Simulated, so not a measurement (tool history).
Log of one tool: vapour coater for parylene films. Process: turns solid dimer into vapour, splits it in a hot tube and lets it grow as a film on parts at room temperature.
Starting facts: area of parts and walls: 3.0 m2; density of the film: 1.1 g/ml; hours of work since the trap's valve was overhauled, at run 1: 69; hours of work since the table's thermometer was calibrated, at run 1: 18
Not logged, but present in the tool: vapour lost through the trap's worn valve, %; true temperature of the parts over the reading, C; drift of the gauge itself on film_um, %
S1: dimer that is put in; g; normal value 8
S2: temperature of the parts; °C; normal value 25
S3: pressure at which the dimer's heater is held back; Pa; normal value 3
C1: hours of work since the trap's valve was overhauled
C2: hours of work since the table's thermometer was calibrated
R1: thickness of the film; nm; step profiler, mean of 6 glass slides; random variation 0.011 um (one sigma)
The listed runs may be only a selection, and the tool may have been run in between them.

| run | hour | S1 | S2 | S3 | C1 | C2 | R1 |
|---|---|---|---|---|---|---|---|
| 1 | 0 | 8 | 25 | 3 | 69 | 18 | 1320 |
| 2 | 9 | 8 | 25 | 3 | 73 | 22 | 1340 |
| 3 | 23.7 | 8 | 25 | 3 | 79 | 28 | 1290 |
| 4 | 37.8 | 8 | 25 | 3 | 85 | 34 | 1320 |
| 5 | 52.3 | 8 | 25 | 3 | 91 | 41 | 1310 |
| 6 | 61 | 8 | 25 | 3 | 95 | 44 | 1310 |
| 7 | 71.4 | 3 | 25 | 3 | 99 | 49 | 490 |
| 8 | 88 | 3 | 25 | 3 | 106 | 56 | 480 |
| 9 | 98.4 | 8 | 23 | 3 | 111 | 60 | 1380 |
| 10 | 110.4 | 8 | 23 | 3 | 116 | 65 | 1360 |
| 11 | 123.3 | 8 | 23 | 3 | 121 | 71 | 1390 |
| 12 | 132.7 | 8 | 23 | 3 | 125 | 75 | 1370 |
| 13 | 143.7 | 8 | 23 | 3 | 130 | 79 | 1360 |
| 14 | 156.8 | 8 | 23 | 3 | 136 | 85 | 1380 |
| 15 | 167.1 | 8 | 25 | 3 | 140 | 89 | 1270 |
| 16 | 178.9 | 8 | 25 | 3 | 145 | 94 | 1280 |
| 17 | 192.2 | 8 | 25 | 3 | 151 | 100 | 1270 |
| 18 | 205.5 | 8 | 25 | 3 | 156 | 106 | 1280 |
| 19 | 217.7 | 8 | 25 | 3 | 161 | 111 | 1270 |
|  | 222.8 | trap's valve overhauled |
| 20 | 233.3 | 8 | 25 | 8.16 | 4 | 116 | 1110 |
| 21 | 249.5 | 8 | 25 | 5.64 | 11 | 123 | 1130 |
| 22 | 265.7 | 8 | 25 | 5.64 | 18 | 130 | 1120 |
| 23 | 279.5 | 8 | 25 | 5.64 | 24 | 136 | 1130 |
| 24 | 286.5 | 8 | 25 | 5.64 | 27 | 139 | 1140 |
| 25 | 299.2 | 8 | 25 | 5.64 | 33 | 144 | 1110 |
| 26 | 309.6 | 4 | 17 | 2.39 | 37 | 148 | 820 |
|  | 315.1 | trap's valve overhauled, once more |
| 27 | 322.8 | 4 | 17 | 2.39 | 3 | 152 | 890 |
| 28 | 334.3 | 9 | 25 | 4.1 | 8 | 157 | 1470 |
| 29 | 351.3 | 9 | 25 | 6.28 | 15 | 164 | 1390 |
| 30 | 364.1 | 9 | 36 | 9.4 | 21 | 170 | 920 |
| 31 | 373.6 | 9 | 36 | 9.4 | 25 | 174 | 910 |
| 32 | 386.6 | 3 | 34 | 4.06 | 30 | 179 | 350 |
| 33 | 399.9 | 4 | 25 | 6.47 | 36 | 185 | 620 |
| 34 | 409.9 | 5 | 25 | 6.47 | 40 | 189 | 780 |
| 35 | 420.6 | 10 | 21 | 8.45 | 45 | 194 | 1710 |
| 36 | 434 | 10 | 21 | 8.45 | 51 | 200 | 1730 |
| 37 | 442.2 | 10 | 21 | 8.45 | 54 | 203 | 1710 |
| 38 | 455.7 | 8 | 36 | 3.11 | 60 | 209 | 900 |
| 39 | 465.5 | 9 | 20 | 3.68 | 64 | 213 | 1730 |
| 40 | 474.2 | 9 | 20 | 3.68 | 68 | 217 | 1720 |
| 41 | 482.1 | 9 | 20 | 3.68 | 71 | 220 | 1700 |
| 42 | 489.9 | 9 | 35 | 6.58 | 74 | 223 | 960 |
| 43 | 502.4 | 8 | 22 | 5.5 | 80 | 229 | 1370 |
| 44 | 513.8 | 12 | 22 | 2.81 | 85 | 234 | 2170 |
| 45 | 526.5 | 12 | 22 | 2.81 | 90 | 239 | 2150 |
| 46 | 538.6 | 12 | 22 | 2.81 | 95 | 244 | 2180 |

Below, each run's measurement less what the same run would have read without the hidden state. Both values contain the same run-to-run variation, but the gauge's scatter may not be the same in both:
| run | R1 |
|---|---|
| 1 | -40 |
| 2 | -40 |
| 3 | -40 |
| 4 | -50 |
| 5 | -50 |
| 6 | -50 |
| 7 | -10 |
| 8 | -20 |
| 9 | -70 |
| 10 | -70 |
| 11 | -70 |
| 12 | -70 |
| 13 | -80 |
| 14 | -70 |
| 15 | -70 |
| 16 | -80 |
| 17 | -90 |
| 18 | -90 |
| 19 | -90 |
| 20 | -130 |
| 21 | -140 |
| 22 | -140 |
| 23 | -140 |
| 24 | -150 |
| 25 | -150 |
| 26 | -100 |
| 27 | +0 |
| 28 | -10 |
| 29 | -10 |
| 30 | -10 |
| 31 | -10 |
| 32 | +0 |
| 33 | -10 |
| 34 | -20 |
| 35 | -40 |
| 36 | -40 |
| 37 | -50 |
| 38 | -20 |
| 39 | -50 |
| 40 | -60 |
| 41 | -60 |
| 42 | -40 |
| 43 | -50 |
| 44 | -90 |
| 45 | -90 |
| 46 | -100 |
